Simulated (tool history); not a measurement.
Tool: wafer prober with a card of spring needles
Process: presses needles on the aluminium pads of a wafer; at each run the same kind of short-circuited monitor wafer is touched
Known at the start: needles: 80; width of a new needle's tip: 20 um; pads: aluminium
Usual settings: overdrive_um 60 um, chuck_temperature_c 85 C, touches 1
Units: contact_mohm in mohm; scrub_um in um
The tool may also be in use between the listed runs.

run 1 hour=0 | overdrive_um=60 chuck_temperature_c=85 touches=1 | contact_mohm=210 scrub_um=7.3
-- hour=3.8 tips cleaned on abrasive film
run 2 hour=9.3 | overdrive_um=60 chuck_temperature_c=85 touches=3 | contact_mohm=192 scrub_um=7.29
-- hour=20.3 tips cleaned on abrasive film
run 3 hour=25.4 | overdrive_um=60 chuck_temperature_c=105 touches=1 | contact_mohm=202 scrub_um=7.28
run 4 hour=35.6 | overdrive_um=60 chuck_temperature_c=105 touches=1 | contact_mohm=215 scrub_um=7.26
-- hour=36.5 tips cleaned on abrasive film
-- hour=52.6 tips cleaned on abrasive film
run 5 hour=53.4 | overdrive_um=60 chuck_temperature_c=85 touches=1 | contact_mohm=182 scrub_um=7.27
-- hour=69.5 tips cleaned on abrasive film
run 6 hour=69.5 | overdrive_um=60 chuck_temperature_c=85 touches=1 | contact_mohm=174 scrub_um=7.23
run 7 hour=78.4 | overdrive_um=74 chuck_temperature_c=85 touches=1 | contact_mohm=194 scrub_um=8.96
-- hour=85.6 tips cleaned on abrasive film
run 8 hour=93 | overdrive_um=67 chuck_temperature_c=85 touches=1 | contact_mohm=198 scrub_um=8.08
-- hour=94.4 tips cleaned on abrasive film, once more
run 9 hour=101.2 | overdrive_um=60 chuck_temperature_c=85 touches=1 | contact_mohm=204 scrub_um=7.2
-- hour=110.2 tips cleaned on abrasive film
run 10 hour=110.2 | overdrive_um=60 chuck_temperature_c=85 touches=1 | contact_mohm=175 scrub_um=7.19
run 11 hour=125.6 | overdrive_um=60 chuck_temperature_c=85 touches=1 | contact_mohm=221 scrub_um=7.17
-- hour=127 tips cleaned on abrasive film
run 12 hour=142.5 | overdrive_um=60 chuck_temperature_c=85 touches=1 | contact_mohm=223 scrub_um=7.16
-- hour=143.8 tips cleaned on abrasive film
run 13 hour=152.9 | overdrive_um=78 chuck_temperature_c=85 touches=1 | contact_mohm=196 scrub_um=9.4
-- hour=159.7 tips cleaned on abrasive film
run 14 hour=161.8 | overdrive_um=60 chuck_temperature_c=85 touches=3 | contact_mohm=178 scrub_um=7.2
-- hour=175.6 tips cleaned on abrasive film
run 15 hour=180.3 | overdrive_um=60 chuck_temperature_c=85 touches=1 | contact_mohm=197 scrub_um=7.18
-- hour=191.4 tips cleaned on abrasive film
run 16 hour=194.2 | overdrive_um=60 chuck_temperature_c=85 touches=2 | contact_mohm=181 scrub_um=7.14
run 17 hour=206.5 | overdrive_um=60 chuck_temperature_c=62 touches=1 | contact_mohm=217 scrub_um=7.14
-- hour=208.3 tips cleaned on abrasive film
run 18 hour=220.6 | overdrive_um=44 chuck_temperature_c=47 touches=2 | contact_mohm=215 scrub_um=5.18
-- hour=224.6 tips cleaned on abrasive film
run 19 hour=233.7 | overdrive_um=44 chuck_temperature_c=47 touches=2 | contact_mohm=211 scrub_um=5.17
-- hour=241.8 tips cleaned on abrasive film
run 20 hour=245.6 | overdrive_um=79 chuck_temperature_c=108 touches=2 | contact_mohm=186 scrub_um=9.45
-- hour=257.7 tips cleaned on abrasive film
run 21 hour=257.7 | overdrive_um=60 chuck_temperature_c=61 touches=2 | contact_mohm=175 scrub_um=7.15
run 22 hour=267.7 | overdrive_um=60 chuck_temperature_c=61 touches=2 | contact_mohm=191 scrub_um=7.1
-- hour=273.9 tips cleaned on abrasive film
run 23 hour=281.4 | overdrive_um=60 chuck_temperature_c=61 touches=2 | contact_mohm=188 scrub_um=7.12
run 24 hour=289.2 | overdrive_um=43 chuck_temperature_c=85 touches=1 | contact_mohm=263 scrub_um=5.04
-- hour=290.2 tips cleaned on abrasive film
run 25 hour=298.6 | overdrive_um=78 chuck_temperature_c=85 touches=3 | contact_mohm=179 scrub_um=9.28
-- hour=306.6 tips cleaned on abrasive film
run 26 hour=314.4 | overdrive_um=64 chuck_temperature_c=97 touches=2 | contact_mohm=192 scrub_um=7.56
-- hour=323.3 tips cleaned on abrasive film
run 27 hour=324.1 | overdrive_um=72 chuck_temperature_c=35 touches=3 | contact_mohm=167 scrub_um=8.52
run 28 hour=337.6 | overdrive_um=56 chuck_temperature_c=82 touches=1 | contact_mohm=225 scrub_um=6.57
-- hour=339.2 tips cleaned on abrasive film
run 29 hour=348.9 | overdrive_um=55 chuck_temperature_c=66 touches=2 | contact_mohm=200 scrub_um=6.43
-- hour=356.3 tips cleaned on abrasive film
run 30 hour=365.1 | overdrive_um=46 chuck_temperature_c=114 touches=2 | contact_mohm=219 scrub_um=5.39
-- hour=373.1 tips cleaned on abrasive film
run 31 hour=380.6 | overdrive_um=73 chuck_temperature_c=79 touches=2 | contact_mohm=186 scrub_um=8.63
-- hour=388.9 tips cleaned on abrasive film
run 32 hour=388.9 | overdrive_um=49 chuck_temperature_c=124 touches=1 | contact_mohm=190 scrub_um=5.65
-- hour=405.3 tips cleaned on abrasive film
run 33 hour=405.3 | overdrive_um=66 chuck_temperature_c=124 touches=1 | contact_mohm=183 scrub_um=7.77

Forecast each of these 5 alternatives for the next run:
run A hour=418.4 | overdrive_um=66 chuck_temperature_c=124 touches=2 | contact_mohm=? scrub_um=?
run B hour=418.4 | overdrive_um=60 chuck_temperature_c=51 touches=2 | contact_mohm=? scrub_um=?
run C hour=418.4 | overdrive_um=60 chuck_temperature_c=124 touches=2 | contact_mohm=? scrub_um=?
run D hour=418.4 | overdrive_um=72 chuck_temperature_c=124 touches=2 | contact_mohm=? scrub_um=?
run E hour=418.4 | overdrive_um=45 chuck_temperature_c=26 touches=2 | contact_mohm=? scrub_um=?

run=A contact_mohm=200 scrub_um=7.74
run=B contact_mohm=198 scrub_um=7.04
run=C contact_mohm=206 scrub_um=7
run=D contact_mohm=197 scrub_um=8.48
run=E contact_mohm=223 scrub_um=5.19
Without the tool's hidden state the same runs would have given:
run=A contact_mohm=177 scrub_um=8.04
run=B contact_mohm=167 scrub_um=7.33
run=C contact_mohm=178 scrub_um=7.29
run=D contact_mohm=177 scrub_um=8.78
run=E contact_mohm=167 scrub_um=5.49
